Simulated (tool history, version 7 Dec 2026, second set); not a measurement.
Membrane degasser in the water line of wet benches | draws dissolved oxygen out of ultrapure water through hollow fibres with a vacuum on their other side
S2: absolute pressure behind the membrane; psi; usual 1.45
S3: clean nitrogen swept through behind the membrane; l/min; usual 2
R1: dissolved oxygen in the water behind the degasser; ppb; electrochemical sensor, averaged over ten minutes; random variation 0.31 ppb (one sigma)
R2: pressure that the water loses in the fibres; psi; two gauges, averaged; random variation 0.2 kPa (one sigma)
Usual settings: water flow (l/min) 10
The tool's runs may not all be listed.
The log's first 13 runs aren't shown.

{"run": 14, "hour": 3366.2, "water flow (l/min)": 10, "S2": 1.8, "S3": 1.25, "R1": 174.3, "R2": 6.511}
{"run": 15, "hour": 3681.5, "water flow (l/min)": 10, "S2": 1.8, "S3": 1.25, "R1": 176, "R2": 6.477}
{"run": 16, "hour": 4032.0, "water flow (l/min)": 10, "S2": 1.8, "S3": 1.25, "R1": 175.9, "R2": 6.531}
{"run": 17, "hour": 4215.3, "water flow (l/min)": 15, "S2": 2.36, "S3": 1.58, "R1": 298.9, "R2": 9.675}
{"run": 18, "hour": 4410.7, "water flow (l/min)": 9, "S2": 1.55, "S3": 1.36, "R1": 119.6, "R2": 5.81}
{"hour": 4609.2, "done": "vacuum gauge calibrated"}
{"run": 19, "hour": 4641.1, "water flow (l/min)": 13, "S2": 1, "S3": 2, "R1": 65.3, "R2": 8.385}
{"run": 20, "hour": 4867.6, "water flow (l/min)": 10, "S2": 1, "S3": 1.37, "R1": 66.7, "R2": 6.432}
{"run": 21, "hour": 5079.1, "water flow (l/min)": 8, "S2": 1, "S3": 1.16, "R1": 62.3, "R2": 5.163}
{"run": 22, "hour": 5328.4, "water flow (l/min)": 8, "S2": 1, "S3": 1.16, "R1": 61.8, "R2": 5.194}
{"run": 23, "hour": 5536.8, "water flow (l/min)": 13, "S2": 2.65, "S3": 1.16, "R1": 388.9, "R2": 8.417}
{"run": 24, "hour": 5866.8, "water flow (l/min)": 10, "S2": 0.93, "S3": 2, "R1": 40.9, "R2": 6.467}
{"run": 25, "hour": 6021.0, "water flow (l/min)": 10, "S2": 0.93, "S3": 2, "R1": 40.8, "R2": 6.492}
{"run": 26, "hour": 6297.3, "water flow (l/min)": 10, "S2": 0.93, "S3": 2, "R1": 41.3, "R2": 6.48}
{"run": 27, "hour": 6503.8, "water flow (l/min)": 10, "S2": 1.97, "S3": 0.88, "R1": 270.2, "R2": 6.46}
{"run": 28, "hour": 6728.5, "water flow (l/min)": 10, "S2": 2.31, "S3": 2, "R1": 154.6, "R2": 6.482}
{"run": 29, "hour": 6934.1, "water flow (l/min)": 14, "S2": 2.96, "S3": 2, "R1": 293.4, "R2": 9.107}
{"run": 30, "hour": 7126.1, "water flow (l/min)": 14, "S2": 2.96, "S3": 2, "R1": 291.3, "R2": 8.976}
{"run": 31, "hour": 7382.8, "water flow (l/min)": 14, "S2": 2.96, "S3": 2, "R1": 291.5, "R2": 9.069}

5 ways to go on from here, each from the tool as it stands after run 31. What would each give?
{"run": "A", "hour": 7632.0, "water flow (l/min)": 15, "S2": 1.45, "S3": 0.91, "R1": "?", "R2": "?"}
{"run": "B", "hour": 7632.0, "water flow (l/min)": 12, "S2": 2.92, "S3": 2.68, "R1": "?", "R2": "?"}
{"run": "C", "hour": 7632.0, "water flow (l/min)": 10, "S2": 1.45, "S3": 1.56, "R1": "?", "R2": "?"}
{"run": "D", "hour": 7632.0, "water flow (l/min)": 10, "S2": 1.68, "S3": 2, "R1": "?", "R2": "?"}
{"run": "E", "hour": 7632.0, "water flow (l/min)": 14, "S2": 2.87, "S3": 3.26, "R1": "?", "R2": "?"}

run=A R1=263.8 R2=9.747
run=B R1=186.2 R2=7.758
run=C R1=106.2 R2=6.425
run=D R1=103.8 R2=6.469
run=E R1=182.2 R2=9.027
Without the tool's hidden state the same runs would have given:
run=A R1=263.5 R2=9.726
run=B R1=186 R2=7.742
run=C R1=106.1 R2=6.412
run=D R1=103.7 R2=6.456
run=E R1=181.9 R2=9.008
